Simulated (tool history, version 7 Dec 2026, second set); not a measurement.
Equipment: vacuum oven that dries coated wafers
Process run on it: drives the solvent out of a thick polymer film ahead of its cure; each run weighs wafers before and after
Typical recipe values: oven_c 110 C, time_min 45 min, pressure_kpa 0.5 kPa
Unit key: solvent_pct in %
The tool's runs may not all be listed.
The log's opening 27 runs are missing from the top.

run	hour	oven_c	time_min	pressure_kpa	solvent_pct
28	408.1	108	64	0.316	1.06
29	417.5	110	28	1.082	4.08
30	435.8	120	30	0.362	0.9
31	453	120	30	0.362	0.88
32	464.2	95	59	1.162	6.92
33	480.8	101	28	0.386	6.41
34	494.2	101	57	0.386	2.82
35	504.1	101	57	0.386	2.84
36	524	101	57	0.386	2.78
37	537.4	111	59	0.605	1.43
38	548.1	111	59	0.605	1.43
39	563.9	123	33	1.931	2.59
40	579.2	123	33	1.931	2.51
41	593.3	123	33	1.931	2.59
42	609.7	110	45	1.618	3.76
43	628.8	110	45	1.618	3.85
44	648.2	105	45	0.5	2.72
45	663.9	105	45	0.5	2.76
46	678.6	105	45	0.5	2.65
47	687.9	105	24	0.5	5.64

Consider 3 possible next runs. They are alternatives, not a sequence: every one starts from the tool as it was left by run 47. What does each give?
A	704.9	105	41	0.5	?
B	704.9	104	31	0.558	?
C	704.9	124	24	0.5	?

run	solvent_pct
A	3.09
B	4.66
C	0.9
Without the tool's hidden state the same runs would have given:
run	solvent_pct
A	3.16
B	4.87
C	0.81

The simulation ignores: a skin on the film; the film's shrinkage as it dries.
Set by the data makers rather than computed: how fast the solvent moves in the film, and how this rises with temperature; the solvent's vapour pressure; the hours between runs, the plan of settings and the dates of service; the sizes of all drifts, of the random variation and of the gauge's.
